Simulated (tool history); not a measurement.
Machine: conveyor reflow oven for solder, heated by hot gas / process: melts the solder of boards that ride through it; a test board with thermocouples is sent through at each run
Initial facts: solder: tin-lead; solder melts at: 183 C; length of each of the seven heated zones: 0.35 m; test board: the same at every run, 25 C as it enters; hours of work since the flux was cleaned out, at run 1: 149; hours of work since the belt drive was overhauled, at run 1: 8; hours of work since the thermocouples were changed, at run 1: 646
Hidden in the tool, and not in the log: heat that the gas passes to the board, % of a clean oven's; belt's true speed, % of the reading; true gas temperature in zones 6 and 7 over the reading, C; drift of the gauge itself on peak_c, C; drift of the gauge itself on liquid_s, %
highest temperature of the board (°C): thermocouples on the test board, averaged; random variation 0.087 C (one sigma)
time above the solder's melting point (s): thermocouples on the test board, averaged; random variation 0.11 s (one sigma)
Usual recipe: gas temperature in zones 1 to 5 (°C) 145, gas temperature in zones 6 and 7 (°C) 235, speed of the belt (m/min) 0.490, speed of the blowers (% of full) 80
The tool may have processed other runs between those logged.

run    hour  gas temperature in zones 1 to 5 (°C)  gas temperature in zones 6 and 7 (°C)  speed of the belt (m/min)  speed of the blowers (% of full)  hours of work since the flux was cleaned out  hours of work since the belt drive was overhauled  hours of work since the thermocouples were changed  highest temperature of the board (°C)  time above the solder's melting point (s)
  1     0.0                                   145                                    235                      0.490                                80                                           149                                                  8                                                 646                                 220.97                                       70.4
       63.9  -- flux residue cleaned out of gas plates and filters
  2    71.8                                   136                                    235                      0.490                                80                                             6                                                 55                                                 693                                 221.18                                       67.0
  3   114.2                                   145                                    235                      0.411                                80                                            35                                                 85                                                 723                                 227.03                                       89.9
  4   171.0                                   145                                    235                      0.411                                80                                            76                                                125                                                 763                                 226.86                                       89.8
  5   204.8                                   145                                    235                      0.411                                80                                            99                                                149                                                 787                                 226.85                                       89.7
  6   240.8                                   145                                    235                      0.411                                80                                           125                                                174                                                 812                                 226.80                                       89.9
  7   309.7                                   145                                    235                      0.503                                80                                           173                                                223                                                 861                                 220.95                                       68.7
      339.0  -- flux residue cleaned out of gas plates and filters
  8   384.0                                   145                                    235                      0.503                                80                                            32                                                272                                                 910                                 222.10                                       70.0
      398.9  -- thermocouples of zones 6 and 7 changed
  9   455.6                                   145                                    235                      0.503                                80                                            81                                                321                                                  40                                 219.65                                       68.0
 10   498.1                                   145                                    235                      0.503                                58                                           111                                                351                                                  70                                 215.73                                       63.9
 11   549.4                                   145                                    249                      0.490                                80                                           147                                                387                                                 106                                 232.31                                       78.5
 12   596.8                                   145                                    249                      0.490                                80                                           180                                                420                                                 140                                 232.35                                       78.7
      614.1  -- flux residue cleaned out of gas plates and filters
 13   672.6                                   145                                    249                      0.490                                80                                            41                                                470                                                 189                                 233.62                                       79.6
 14   713.5                                   145                                    249                      0.490                                80                                            70                                                499                                                 218                                 233.53                                       79.7
 15   753.5                                   145                                    249                      0.490                                80                                            98                                                527                                                 247                                 233.38                                       79.4
 16   824.8                                   156                                    241                      0.538                                54                                           149                                                577                                                 297                                 220.46                                       68.3
 17   870.8                                   156                                    247                      0.502                                54                                           181                                                610                                                 329                                 227.76                                       79.2
      885.7  -- flux residue cleaned out of gas plates and filters
 18   921.0                                   158                                    235                      0.490                                52                                            25                                                642                                                 361                                 219.66                                       76.6
 19   991.6                                   154                                    227                      0.425                                50                                            75                                                692                                                 411                                 215.47                                       82.9
 20  1025.7                                   154                                    241                      0.425                                50                                            99                                                716                                                 435                                 227.71                                       93.2
     1078.2  -- belt drive overhauled, speed set with a stopwatch
 21  1078.2                                   145                                    224                      0.490                                55                                           133                                                  0                                                 469                                 207.35                                       56.1
 22  1112.6                                   145                                    224                      0.490                                55                                           157                                                 24                                                 493                                 207.44                                       56.0
     1163.4  -- flux residue cleaned out of gas plates and filters
 23  1193.9                                   151                                    227                      0.502                                83                                            22                                                 78                                                 547                                 215.66                                       67.7
 24  1251.0                                   145                                    235                      0.468                                72                                            62                                                118                                                 587                                 221.91                                       74.8
 25  1290.7                                   145                                    235                      0.468                                72                                            90                                                146                                                 615                                 221.92                                       74.7
 26  1366.5                                   145                                    241                      0.438                                72                                           143                                                200                                                 669                                 228.97                                       85.6
 27  1420.5                                   151                                    229                      0.445                                64                                           181                                                238                                                 707                                 217.48                                       78.4
     1439.8  -- flux residue cleaned out of gas plates and filters
 28  1502.5                                   154                                    235                      0.445                                64                                            44                                                292                                                 761                                 224.43                                       85.7

Hidden state or all else? Some run-to-run changes of highest temperature of the board (°C), split into what the settings, what came in and random variation would give without the hidden state, and what is left for the hidden state (with any gauge scatter that isn't in both results):
Run 1 -> 2: gas temperature in zones 1 to 5 (°C) 145 -> 136, flux residue cleaned out of gas plates and filters. highest temperature of the board (°C) +0.21: hidden state +1.56, all else -1.35.
Run 8 -> 9: thermocouples of zones 6 and 7 changed. highest temperature of the board (°C) -2.45: hidden state -2.56, all else +0.11.
Run 10 -> 11: gas temperature in zones 6 and 7 (°C) 235 -> 249, speed of the belt (m/min) 0.503 -> 0.490, speed of the blowers (% of full) 58 -> 80. highest temperature of the board (°C) +16.58: hidden state -0.35, all else +16.93.
Run 20 -> 21: gas temperature in zones 1 to 5 (°C) 154 -> 145, gas temperature in zones 6 and 7 (°C) 241 -> 224, speed of the belt (m/min) 0.425 -> 0.490, speed of the blowers (% of full) 50 -> 55, belt drive overhauled, speed set with a stopwatch. highest temperature of the board (°C) -20.36: hidden state -0.86, all else -19.50.
